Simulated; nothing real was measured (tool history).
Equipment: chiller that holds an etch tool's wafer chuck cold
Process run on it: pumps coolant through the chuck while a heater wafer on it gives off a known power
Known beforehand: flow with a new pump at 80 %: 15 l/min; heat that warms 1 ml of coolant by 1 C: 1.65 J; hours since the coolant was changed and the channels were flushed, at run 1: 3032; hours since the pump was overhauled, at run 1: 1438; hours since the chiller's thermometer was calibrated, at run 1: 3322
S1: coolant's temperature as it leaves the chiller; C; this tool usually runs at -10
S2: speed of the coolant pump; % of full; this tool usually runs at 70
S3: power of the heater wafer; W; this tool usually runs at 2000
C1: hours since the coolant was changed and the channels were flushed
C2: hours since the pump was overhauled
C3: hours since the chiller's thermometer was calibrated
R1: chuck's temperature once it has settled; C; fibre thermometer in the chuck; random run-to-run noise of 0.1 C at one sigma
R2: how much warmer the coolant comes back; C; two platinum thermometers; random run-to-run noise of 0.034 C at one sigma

run,hour,S1,S2,S3,C1,C2,C3,R1,R2
1,0,-10,70,2000,3032,1438,3322,8.1,5.53
2,51.8,-10,70,2000,3084,1490,3373,7.9,5.53
3,142,-10,70,2000,3174,1580,3464,7.9,5.54
4,215.6,-10,70,2000,3247,1654,3537,8.1,5.5
5,299.5,-10,70,2000,3331,1738,3621,8.1,5.55
6,396.4,-10,70,2000,3428,1835,3718,8.2,5.59
7,489.5,-10,70,2000,3521,1928,3811,8,5.55
8,552.8,-10,70,2000,3585,1991,3874,8,5.55
9,627.2,-10,70,2000,3659,2065,3949,8.1,5.6
10,680.4,-3,70,2000,3712,2119,4002,15,5.57
# hour 759.8: chiller's thermometer calibrated
11,767.3,-3,70,2000,3798,2205,8,15.1,5.55
12,852.2,-3,70,2000,3883,2289,92,15,5.63
13,924.6,-3,70,2000,3955,2362,165,15,5.63
14,1029.5,-3,70,2000,4060,2467,270,15.1,5.63
15,1118.8,-6,87,1332,4150,2556,359,4.8,3.11
16,1192.3,-6,87,1332,4223,2630,433,4.8,3.12
17,1260.8,-2,79,2398,4292,2698,501,18.1,6.05
18,1345.5,-10,77,1694,4376,2783,586,4.7,4.42
19,1418.5,-10,70,1667,4449,2856,659,5.1,4.72
# hour 1452: coolant changed, channels flushed
20,1515.4,-10,70,2210,63,2947,750,9.8,6.19
21,1577.8,-10,70,2210,126,3009,812,9.8,6.32
22,1621.5,-5,70,2618,169,3053,856,18.6,7.42
23,1695.1,-12,70,1496,243,3126,929,1.4,4.3
24,1775,-6,78,1047,323,3206,1009,2.8,2.77
25,1859.2,-20,70,1104,407,3290,1093,-10.1,3.27
26,1947,-20,70,1104,495,3378,1181,-9.9,3.21
27,2051.5,-20,70,1104,599,3483,1286,-10.1,3.26

Below are 4 alternative next runs, each starting from the tool's condition after run 27. Predict each:
A,2117.6,-20,70,1207,666,3549,1352,?,?
B,2117.6,-16,70,2000,666,3549,1352,?,?
C,2117.6,-20,67,1918,666,3549,1352,?,?
D,2117.6,-15,78,1048,666,3549,1352,?,?

run,R1,R2
A,-9.2,3.56
B,2.2,5.71
C,-2.4,5.69
D,-6.1,2.8
Had the tool no hidden state, the same runs would have come out as:
run,R1,R2
A,-9.2,3.33
B,2.2,5.47
C,-2.4,5.46
D,-6.1,2.58
